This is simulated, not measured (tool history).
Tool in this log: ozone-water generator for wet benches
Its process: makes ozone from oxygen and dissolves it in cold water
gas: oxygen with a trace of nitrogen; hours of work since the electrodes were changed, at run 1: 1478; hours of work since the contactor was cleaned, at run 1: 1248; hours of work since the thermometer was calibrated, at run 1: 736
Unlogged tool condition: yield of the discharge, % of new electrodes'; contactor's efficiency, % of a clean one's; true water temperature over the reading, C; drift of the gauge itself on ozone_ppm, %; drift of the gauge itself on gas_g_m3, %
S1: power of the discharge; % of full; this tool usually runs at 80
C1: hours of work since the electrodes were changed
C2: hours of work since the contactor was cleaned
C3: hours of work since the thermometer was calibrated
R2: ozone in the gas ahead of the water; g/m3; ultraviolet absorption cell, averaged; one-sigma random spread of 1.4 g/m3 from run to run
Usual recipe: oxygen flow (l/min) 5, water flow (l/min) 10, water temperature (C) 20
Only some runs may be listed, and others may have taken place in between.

Run 1, hour 0: usual settings; C1 1478; C2 1248; C3 736. Result: dissolved ozone (ppm) 30.7, R2 228.1 g/m3.
Run 2, hour 55.8: usual settings; C1 1518; C2 1287; C3 776. Result: dissolved ozone (ppm) 30.6, R2 230 g/m3.
Run 3, hour 109.1: usual settings; C1 1555; C2 1325; C3 814. Result: dissolved ozone (ppm) 30.1, R2 227.2 g/m3.
Run 4, hour 172.2: usual settings but S1 55 % of full; C1 1600; C2 1370; C3 859. Result: dissolved ozone (ppm) 25.1, R2 186.7 g/m3.
Run 5, hour 231.2: usual settings but S1 55 % of full; C1 1642; C2 1412; C3 901. Result: dissolved ozone (ppm) 24.8, R2 186.2 g/m3.
Run 6, hour 291.9: usual settings but S1 55 % of full; C1 1685; C2 1455; C3 944. Result: dissolved ozone (ppm) 24.7, R2 185.2 g/m3.
Run 7, hour 332.4: usual settings but S1 55 % of full; C1 1714; C2 1484; C3 973. Result: dissolved ozone (ppm) 24.9, R2 182.9 g/m3.
Run 8, hour 391.9: usual settings but S1 55 % of full; C1 1756; C2 1526; C3 1015. Result: dissolved ozone (ppm) 24.8, R2 182.9 g/m3.
Run 9, hour 436.9: usual settings but S1 55 % of full; C1 1788; C2 1558; C3 1047. Result: dissolved ozone (ppm) 24.4, R2 183.5 g/m3.
Run 10, hour 474.8: usual settings but S1 51 % of full; C1 1815; C2 1585; C3 1074. Result: dissolved ozone (ppm) 23.8, R2 176.2 g/m3.
Run 11, hour 533.5: usual settings; C1 1857; C2 1627; C3 1115. Result: dissolved ozone (ppm) 29.3, R2 223.1 g/m3.
Run 12, hour 608.1: usual settings but oxygen flow (l/min) 8.02; C1 1910; C2 1680; C3 1168. Result: dissolved ozone (ppm) 28, R2 181.4 g/m3.
Run 13, hour 674.8: usual settings but oxygen flow (l/min) 8.02; C1 1957; C2 1727; C3 1216. Result: dissolved ozone (ppm) 27.8, R2 180.5 g/m3.
At hour 710.7: contactor cleaned.
Run 14, hour 717.8: usual settings but oxygen flow (l/min) 8.02; C1 1985; C2 5; C3 1244. Result: dissolved ozone (ppm) 28.4, R2 178.9 g/m3.
Run 15, hour 768.2: usual settings but water flow (l/min) 13; C1 2021; C2 41; C3 1279. Result: dissolved ozone (ppm) 25, R2 218.5 g/m3.
Run 16, hour 833.8: usual settings but S1 51 % of full, water temperature (C) 19; C1 2068; C2 88; C3 1326. Result: dissolved ozone (ppm) 24.3, R2 174.2 g/m3.
Run 17, hour 867.8: usual settings but S1 51 % of full, oxygen flow (l/min) 7.88, water flow (l/min) 13, water temperature (C) 13; C1 2092; C2 112; C3 1350. Result: dissolved ozone (ppm) 22.3, R2 141.9 g/m3.
Run 18, hour 931.1: usual settings but S1 51 % of full, oxygen flow (l/min) 7.88, water flow (l/min) 13, water temperature (C) 13; C1 2137; C2 157; C3 1395. Result: dissolved ozone (ppm) 22.5, R2 141.4 g/m3.
Run 19, hour 981.5: usual settings but S1 51 % of full, oxygen flow (l/min) 7.88, water flow (l/min) 13, water temperature (C) 13; C1 2172; C2 192; C3 1431. Result: dissolved ozone (ppm) 22.5, R2 141.6 g/m3.
Run 20, hour 1026.5: usual settings but S1 100 % of full, water temperature (C) 13; C1 2204; C2 224; C3 1463. Result: dissolved ozone (ppm) 37.2, R2 240.5 g/m3.
Run 21, hour 1057.8: usual settings but S1 62 % of full, oxygen flow (l/min) 7.35, water temperature (C) 18; C1 2227; C2 247; C3 1485. Result: dissolved ozone (ppm) 25.8, R2 161.5 g/m3.
Run 22, hour 1092.1: usual settings but water flow (l/min) 6, water temperature (C) 13; C1 2251; C2 271; C3 1510. Result: dissolved ozone (ppm) 44, R2 215.4 g/m3.
Run 23, hour 1126.7: usual settings but S1 81 % of full, oxygen flow (l/min) 6.09, water flow (l/min) 7, water temperature (C) 17; C1 2276; C2 296; C3 1534. Result: dissolved ozone (ppm) 36.7, R2 197.1 g/m3.
Run 24, hour 1159.1: usual settings but S1 68 % of full, oxygen flow (l/min) 8.24; C1 2299; C2 319; C3 1557. Result: dissolved ozone (ppm) 25.3, R2 158.2 g/m3.
Run 25, hour 1210.8: usual settings but S1 60 % of full, oxygen flow (l/min) 2.84, water flow (l/min) 11, water temperature (C) 12; C1 2335; C2 355; C3 1594. Result: dissolved ozone (ppm) 25.6, R2 233 g/m3.

Entry by entry between the runs, the difference in hidden state between the last listed run before and the first listed run after:
Between runs 13 and 14: contactor cleaned (hour 710.7)
  yield of the discharge, % of new electrodes': 86.7 -> 86.5; contactor's efficiency, % of a clean one's: 95.2 -> 99.6; true water temperature over the reading, C: 0.24 -> 0.25
  measured result minus the result with no hidden state, dissolved ozone (ppm): -5.6 -> -5; R2: -29.8 -> -29.9 g/m3
